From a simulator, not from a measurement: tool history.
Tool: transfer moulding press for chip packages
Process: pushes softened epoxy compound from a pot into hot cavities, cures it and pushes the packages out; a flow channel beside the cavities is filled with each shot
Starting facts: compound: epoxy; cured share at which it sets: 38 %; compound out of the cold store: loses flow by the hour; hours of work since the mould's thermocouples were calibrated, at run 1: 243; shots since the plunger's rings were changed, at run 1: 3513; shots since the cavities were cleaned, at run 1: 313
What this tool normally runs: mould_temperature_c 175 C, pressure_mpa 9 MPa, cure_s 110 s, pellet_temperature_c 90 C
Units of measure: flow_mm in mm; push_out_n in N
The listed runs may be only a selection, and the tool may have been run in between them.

run,hour,mould_temperature_c,pressure_mpa,cure_s,pellet_temperature_c,hours of work since the mould's thermocouples were calibrated,shots since the plunger's rings were changed,shots since the cavities were cleaned,incoming compound's hours out of the cold store,flow_mm,push_out_n
1,0,175,9,110,90,243,3513,313,18.2,772,431
# hour 47.6: cavities cleaned with cleaning compound and waxed
2,49.4,175,9,110,94,272,3978,17,46.4,704,338
3,76.7,175,9,110,90,289,4243,282,38.8,706,431
4,101.6,175,9,110,90,304,4486,525,42,700,475
# hour 127: cavities cleaned with cleaning compound and waxed
5,127,175,9,110,90,319,4717,0,21,727,352
6,169.8,175,9,110,90,345,5133,416,17.1,757,497
7,201,175,9,110,90,364,5437,720,47.2,675,529
# hour 207: cavities cleaned with cleaning compound and waxed
8,245.5,175,9,110,90,390,5854,374,46,674,463
9,272.9,175,9,110,90,406,6121,641,43,679,507
# hour 286.9: cavities cleaned with cleaning compound and waxed
# hour 312.3: mould's thermocouples calibrated
10,321.4,175,9,110,90,6,6557,316,21.4,732,474
# hour 365.4: plunger's sealing rings changed
# hour 372.7: cavities cleaned with cleaning compound and waxed
11,372.7,175,9,110,90,34,57,0,19.9,808,353
12,415.9,175,9,90,90,61,477,420,17.8,812,704
13,444.8,175,9,110,90,78,757,700,46.4,745,539
# hour 453.7: cavities cleaned with cleaning compound and waxed
14,495.5,175,9,110,90,108,1235,405,11,821,497
# hour 533.5: cavities cleaned with cleaning compound and waxed
15,544.2,175,7.56,110,96,137,1694,104,26.4,712,403
16,565.5,172,9.05,110,90,150,1901,311,24.9,791,514
17,588.6,175,8.2,110,90,164,2125,535,17.4,756,523
# hour 614: cavities cleaned with cleaning compound and waxed
18,643,175,8.2,110,90,196,2640,282,8.4,774,463
19,689.3,175,8.2,110,90,224,3090,732,19.6,744,553
# hour 694.9: cavities cleaned with cleaning compound and waxed
20,720.1,175,9,97,90,242,3374,245,16.2,780,571
21,763.5,175,9,97,90,268,3796,667,18.4,764,663
# hour 774.2: cavities cleaned with cleaning compound and waxed
22,793.3,175,7.28,92,90,285,4070,185,18.5,683,575
23,818.5,175,7.28,130,98,301,4315,430,13.6,697,422
24,850.7,182,9,123,90,320,4628,743,39.7,680,478
# hour 855.4: cavities cleaned with cleaning compound and waxed
25,881.5,176,7.25,123,90,338,4912,253,16.1,680,381
26,923.4,176,7.25,123,90,363,5319,660,45.2,616,469
# hour 936.9: cavities cleaned with cleaning compound and waxed
27,967.7,175,9,110,94,390,5736,300,43.8,675,449

Predict each of these 4 candidate next runs independently; none follows another, all start after run 27:
A,1005.4,168,10.4,110,94,412,6102,666,46.8,?,?
B,1005.4,177,9,125,85,412,6102,666,15.6,?,?
C,1005.4,180,9,110,82,412,6102,666,34,?,?
D,1005.4,175,9,110,90,412,6102,666,25.6,?,?

run,flow_mm,push_out_n
A,751,770
B,746,487
C,679,474
D,719,544
Stripped of hidden state, with their random variation kept, the same runs would have yielded:
run,flow_mm,push_out_n
A,837,508
B,830,310
C,755,298
D,800,350

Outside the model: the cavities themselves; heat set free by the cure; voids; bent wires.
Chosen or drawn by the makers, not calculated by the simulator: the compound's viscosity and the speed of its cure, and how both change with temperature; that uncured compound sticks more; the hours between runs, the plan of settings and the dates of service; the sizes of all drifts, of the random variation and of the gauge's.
